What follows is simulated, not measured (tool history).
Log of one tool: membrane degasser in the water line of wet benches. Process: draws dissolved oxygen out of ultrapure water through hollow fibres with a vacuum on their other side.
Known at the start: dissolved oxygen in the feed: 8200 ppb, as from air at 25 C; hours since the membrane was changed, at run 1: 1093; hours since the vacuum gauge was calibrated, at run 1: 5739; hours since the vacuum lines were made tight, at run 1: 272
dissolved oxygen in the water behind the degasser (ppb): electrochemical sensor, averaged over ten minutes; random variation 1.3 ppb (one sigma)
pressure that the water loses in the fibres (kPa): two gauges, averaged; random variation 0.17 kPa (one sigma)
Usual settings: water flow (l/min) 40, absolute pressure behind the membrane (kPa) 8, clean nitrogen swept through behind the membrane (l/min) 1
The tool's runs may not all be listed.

run    hour  water flow (l/min)  absolute pressure behind the membrane (kPa)  clean nitrogen swept through behind the membrane (l/min)  hours since the membrane was changed  hours since the vacuum gauge was calibrated  hours since the vacuum lines were made tight  dissolved oxygen in the water behind the degasser (ppb)  pressure that the water loses in the fibres (kPa)
  1       0                  40                                            8                                                         1                                  1093                                         5739                                           272                                                    400.8                                              34.63
  2    63.6                  24                                            8                                                         1                                  1156                                         5802                                           336                                                    254.2                                              20.61
  3   105.3                  24                                            8                                                         1                                  1198                                         5844                                           377                                                    255.5                                               20.6
  4   152.2                  40                                            8                                                         1                                  1245                                         5891                                           424                                                    402.1                                              34.44
  5   188.3                  40                                         7.75                                                         1                                  1281                                         5927                                           460                                                    383.9                                               34.5
  6   242.2                  40                                         7.75                                                         1                                  1335                                         5981                                           514                                                    382.6                                               34.2
  7   319.4                  40                                         6.08                                                         1                                  1412                                         6058                                           591                                                    258.8                                               34.4
  8   357.8                  40                                         6.08                                                         1                                  1450                                         6097                                           630                                                    259.4                                              34.59
  9   419.8                  40                                            8                                                      2.62                                  1512                                         6159                                           692                                                      193                                              34.52
 10   463.9                  40                                            8                                                      2.62                                  1556                                         6203                                           736                                                    193.2                                              34.92
 11   506.5                  40                                            8                                                      2.62                                  1599                                         6245                                           779                                                    193.3                                              34.43
 12   567.5                  25                                            8                                                         1                                  1660                                         6306                                           840                                                    264.2                                              21.45
 13   639.9                  53                                            8                                                         1                                  1732                                         6379                                           912                                                    524.3                                              45.93
 14   692.6                  40                                            8                                                         1                                  1785                                         6431                                           965                                                    404.4                                              34.57
 15   732.4                  40                                            8                                                         1                                  1825                                         6471                                          1004                                                    401.4                                              34.53
 16   777.4                  40                                            8                                                         1                                  1870                                         6516                                          1049                                                    401.4                                              34.69
 17   839.7                  40                                            8                                                         1                                  1932                                         6578                                          1112                                                    404.5                                              34.49
 18   877.3                  60                                         7.63                                                         1                                  1970                                         6616                                          1149                                                    553.5                                              51.64
 19     911                  47                                            8                                                      0.92                                  2004                                         6650                                          1183                                                    495.6                                              40.69
 20   957.4                  53                                        14.11                                                      0.66                                  2050                                         6696                                          1229                                                   1351.3                                              45.67
 21   994.6                  40                                         6.95                                                      2.32                                  2087                                         6733                                          1267                                                    174.1                                              34.43
     1001.6  -- vacuum gauge calibrated
 22  1028.8                  33                                            8                                                      0.76                                  2121                                           27                                          1300                                                    421.6                                              28.43
 23    1100                  48                                         6.68                                                       1.7                                  2192                                           98                                          1372                                                    260.2                                              41.35
 24  1148.4                  48                                         6.68                                                       1.7                                  2240                                          147                                          1420                                                    262.1                                              41.06
     1161.4  -- vacuum gauge calibrated, once more
 25    1182                  48                                         6.68                                                       1.7                                  2274                                           21                                          1453                                                    247.2                                              41.34
 26  1251.6                  48                                         6.68                                                       1.7                                  2343                                           90                                          1523                                                    248.4                                              41.21
 27  1325.4                  48                                         6.68                                                       1.7                                  2417                                          164                                          1596                                                      249                                              41.28
 28  1393.7                  33                                        12.27                                                      0.64                                  2485                                          232                                          1665                                                    832.3                                              28.41
 29  1430.3                  58                                         9.27                                                         1                                  2522                                          269                                          1701                                                    681.6                                              49.89
 30  1495.4                  52                                         8.84                                                       0.9                                  2587                                          334                                          1766                                                    618.4                                               44.7
 31  1557.4                  42                                         5.98                                                      0.67                                  2649                                          396                                          1828                                                    331.5                                              36.24

Hidden state at the last listed run before each entry between runs and at the first one after, where it differs:
Between runs 21 and 22: vacuum gauge calibrated (hour 1001.6)
  true pressure behind the membrane over the reading, kPa: 0.13 -> 0.19; air that leaks in behind the membrane, l/min: 0.0059 -> 0.006
  measured less the result without the state, dissolved oxygen in the water behind the degasser (ppb): +6.2 -> +15.7; pressure that the water loses in the fibres (kPa): +0.21 -> +0.17
Between runs 24 and 25: vacuum gauge calibrated, once more (hour 1161.4)
  membrane still open, %: 99.4 -> 99.3; true pressure behind the membrane over the reading, kPa: 0.19 -> -0.01
  measured less the result without the state, dissolved oxygen in the water behind the degasser (ppb): +12.9 -> +1; pressure that the water loses in the fibres (kPa): +0.27 -> +0.27
